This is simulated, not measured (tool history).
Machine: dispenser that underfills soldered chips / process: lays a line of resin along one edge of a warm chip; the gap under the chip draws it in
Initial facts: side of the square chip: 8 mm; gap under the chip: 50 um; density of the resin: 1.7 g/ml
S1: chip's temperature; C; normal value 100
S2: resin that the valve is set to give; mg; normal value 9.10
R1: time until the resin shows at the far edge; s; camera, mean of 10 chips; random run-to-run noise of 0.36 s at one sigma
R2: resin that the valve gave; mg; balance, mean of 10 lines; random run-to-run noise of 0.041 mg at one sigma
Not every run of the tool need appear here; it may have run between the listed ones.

Run 1, day 0.000: usual settings. Result: R1 19.5 s, R2 8.68 mg.
At day 0.308: new syringe of resin.
Run 2, day 0.358: usual settings but S2 8.56 mg. Result: R1 20.6 s, R2 8.10 mg.
At day 0.471: dispensing valve cleaned and set on the balance.
Run 3, day 0.600: usual settings but S2 8.56 mg. Result: R1 26.2 s, R2 8.59 mg.
At day 0.679: new syringe of resin.
Run 4, day 0.812: usual settings but S2 8.56 mg. Result: R1 22.9 s, R2 8.47 mg.
At day 1.012: new syringe of resin.
Run 5, day 1.129: usual settings. Result: R1 22.6 s, R2 9.04 mg.
At day 1.346: new syringe of resin.
Run 6, day 1.471: usual settings but S2 9.71 mg. Result: R1 22.2 s, R2 9.60 mg.
At day 1.675: new syringe of resin.
Run 7, day 1.762: usual settings but S1 90 C. Result: R1 28.4 s, R2 9.02 mg.

Run 8 is up next; what results do you expect?
At day 2.000: new syringe of resin.
Run 8, day 2.133: usual settings but S1 90 C, S2 7.98 mg. Result: R1 ?, R2 ?.

{"run 8": {"R1": 30.3, "R2": 7.89}}
The same run, on a tool lacking any hidden state, would have yielded R1 27.4 s, R2 8.02 mg.
